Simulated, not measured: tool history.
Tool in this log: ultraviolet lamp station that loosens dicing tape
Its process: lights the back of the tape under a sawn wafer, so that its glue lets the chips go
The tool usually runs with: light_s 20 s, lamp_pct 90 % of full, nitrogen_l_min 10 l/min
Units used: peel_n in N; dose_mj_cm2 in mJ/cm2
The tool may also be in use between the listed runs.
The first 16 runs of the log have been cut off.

run     day  light_s  lamp_pct  nitrogen_l_min  hours of work of the lamp  hours of work since the window was cleaned  peel_n  dose_mj_cm2
 17  16.488       36        90              10                        783                                         286   0.166          573
 18  17.171       36        90              10                        791                                         294   0.161          569
 19  17.942       36        69              13                        801                                         303   0.182          434
 20  18.862       30        87              12                        812                                         314   0.178          459
 21  19.925       25        88               5                        824                                         327   0.465          388
     21.071  -- window cleaned of glue's vapour
 22  21.400       25        88               5                        842                                           4   0.465          387
 23  22.175       25        88               5                        851                                          13   0.452          385
 24  23.312       13        66              13                        865                                          27   1.060          151
 25  24.304       14        88               3                        876                                          39   1.424          212
 26  25.371       11        90               4                        889                                          51   1.639          173
 27  26.592       11        90               4                        904                                          66   1.592          179
 28  27.904       11        90               4                        919                                          82   1.636          176
 29  28.858       18        90              10                        931                                          93   0.461          284
 30  29.942       26        89              13                        944                                         106   0.209          413
 31  30.992       34        74               5                        956                                         118   0.364          443
 32  32.083       34        80               5                        969                                         131   0.319          480
 33  32.967       17        70               4                        980                                         142   1.329          206
 34  34.154       17        70               4                        994                                         156   1.321          213
 35  35.150       17        70               4                       1006                                         168   1.302          213

Consider 4 possible next runs. They are alternatives, not a sequence: every one starts from the tool as it was left by run 35. What does each give?
  A  36.042       20        70              10                       1016                                         179       ?            ?
  B  36.042       12        66               7                       1016                                         179       ?            ?
  C  36.042       33        70               4                       1016                                         179       ?            ?
  D  36.042       27        70               4                       1016                                         179       ?            ?

run  peel_n  dose_mj_cm2
  A   0.594          243
  B   1.546          144
  C   0.495          406
  D   0.706          330
What these runs would have given with no unlogged condition in the tool:
run  peel_n  dose_mj_cm2
  A   0.591          244
  B   1.541          144
  C   0.493          408
  D   0.703          331
